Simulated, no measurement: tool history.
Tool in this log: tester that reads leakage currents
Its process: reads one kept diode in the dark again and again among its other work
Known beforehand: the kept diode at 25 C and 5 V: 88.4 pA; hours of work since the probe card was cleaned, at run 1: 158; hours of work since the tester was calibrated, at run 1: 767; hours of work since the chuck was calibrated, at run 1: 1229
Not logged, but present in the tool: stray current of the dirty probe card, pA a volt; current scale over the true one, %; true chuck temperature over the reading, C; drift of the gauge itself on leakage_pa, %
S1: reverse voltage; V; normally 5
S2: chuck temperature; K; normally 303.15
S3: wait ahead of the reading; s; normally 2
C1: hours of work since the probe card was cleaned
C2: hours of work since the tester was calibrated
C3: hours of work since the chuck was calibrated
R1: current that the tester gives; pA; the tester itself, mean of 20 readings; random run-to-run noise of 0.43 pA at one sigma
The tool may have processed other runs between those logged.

run,day,S1,S2,S3,C1,C2,C3,R1
1,0,5,303.15,2,158,767,1229,126.26
2,1.454,5,328.15,2,179,788,1250,1049.68
3,2.546,5,328.15,2,194,803,1265,1048.24
4,3.825,5,328.15,2,212,821,1284,1049.04
5,4.9,5,328.15,2,228,836,1299,1044.85
6,5.729,5,303.15,3.23,239,848,1311,125.52
7,6.679,5,303.15,3.23,253,861,1324,125.85
8,7.688,5,303.15,2,267,876,1338,125.92
9,8.738,5,303.15,2,282,891,1353,125.67
10,9.904,5,303.15,2,298,907,1370,125.4
11,11.542,5,303.15,2,321,930,1393,125.31
# day 11.788: tester calibrated
12,13.262,5,303.15,2,345,21,1416,126.03
13,14.075,5,303.15,2,356,32,1427,125.3
14,15.542,13.26,303.15,2,377,53,1448,218.21
15,16.358,18.69,302.15,2,388,65,1460,240.36
16,18.025,5,303.15,3.33,412,88,1483,125.28
17,19.433,5.06,307.15,2.85,432,108,1503,179.87
# day 20.092: tester calibrated, once more
18,20.546,2.73,332.15,4.55,446,6,1518,1003.13
19,22.196,2.37,332.15,1.63,470,30,1541,923.17
20,23.738,5,302.15,0.45,492,52,1563,115.21
21,25.45,11.4,303.15,2,516,76,1587,196.98
22,26.554,5,303.15,2.87,531,91,1603,123.41
23,27.721,2.56,299.15,3.03,548,108,1619,59.29
24,29.342,1.36,331.15,2,571,131,1642,629.21
25,30.517,8.1,331.15,6.68,587,147,1659,1662.07
26,32.158,3.87,311.15,0.96,611,171,1682,216.24
27,33.371,3.87,311.15,0.96,628,188,1699,215.27

Some steps in R1 between neighbouring runs. How much of each would the tool show without its hidden state too (settings, what came in, random variation), and how much is left for the hidden state, with any gauge scatter that isn't in both results?
Run 24 -> 25: S1 1.36 -> 8.1, S3 2 -> 6.68. R1 +1032.86 pA: hidden state -150.22, all else +1183.08.
Run 25 -> 26: S1 8.1 -> 3.87, S2 331.15 -> 311.15, S3 6.68 -> 0.96. R1 -1445.83 pA: hidden state +208.57, all else -1654.4.
